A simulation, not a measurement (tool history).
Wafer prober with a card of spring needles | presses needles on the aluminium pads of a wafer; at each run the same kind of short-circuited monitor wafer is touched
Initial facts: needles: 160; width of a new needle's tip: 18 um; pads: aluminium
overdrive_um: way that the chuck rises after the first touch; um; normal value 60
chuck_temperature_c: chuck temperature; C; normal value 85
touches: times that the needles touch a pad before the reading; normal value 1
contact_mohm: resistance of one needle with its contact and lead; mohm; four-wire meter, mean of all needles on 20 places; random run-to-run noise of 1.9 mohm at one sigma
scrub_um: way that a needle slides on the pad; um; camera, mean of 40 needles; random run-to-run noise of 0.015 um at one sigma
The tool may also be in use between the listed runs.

run   hour  overdrive_um  chuck_temperature_c  touches  contact_mohm  scrub_um
  1    0.0            60                   85        1           206      8.78
      18.6  -- tips cleaned on abrasive film
  2   18.6            60                   85        1           203      8.78
      37.8  -- tips cleaned on abrasive film
  3   39.9            60                   40        1           199      8.76
      56.8  -- tips cleaned on abrasive film
  4   58.7            60                   40        1           198      8.79
      76.2  -- tips cleaned on abrasive film
  5   80.9            60                   40        1           204      8.77
  6   92.0            60                   40        1           213      8.73
      95.7  -- tips cleaned on abrasive film
  7  109.0            60                   40        1           210      8.72
     115.4  -- tips cleaned on abrasive film
  8  122.3            60                   40        1           210      8.74
  9  133.8            60                   85        1           225      8.76
     135.7  -- tips cleaned on abrasive film
 10  151.3            60                  102        1           227      8.75

For run 11, what comes out?
     154.7  -- tips cleaned on abrasive film
 11  171.6            74                   37        1             ?         ?

Run 11 yielded contact_mohm 203 mohm, scrub_um 10.81 um.
Had the tool carried no hidden state, the very same run would have given contact_mohm 186 mohm, scrub_um 11.00 um.
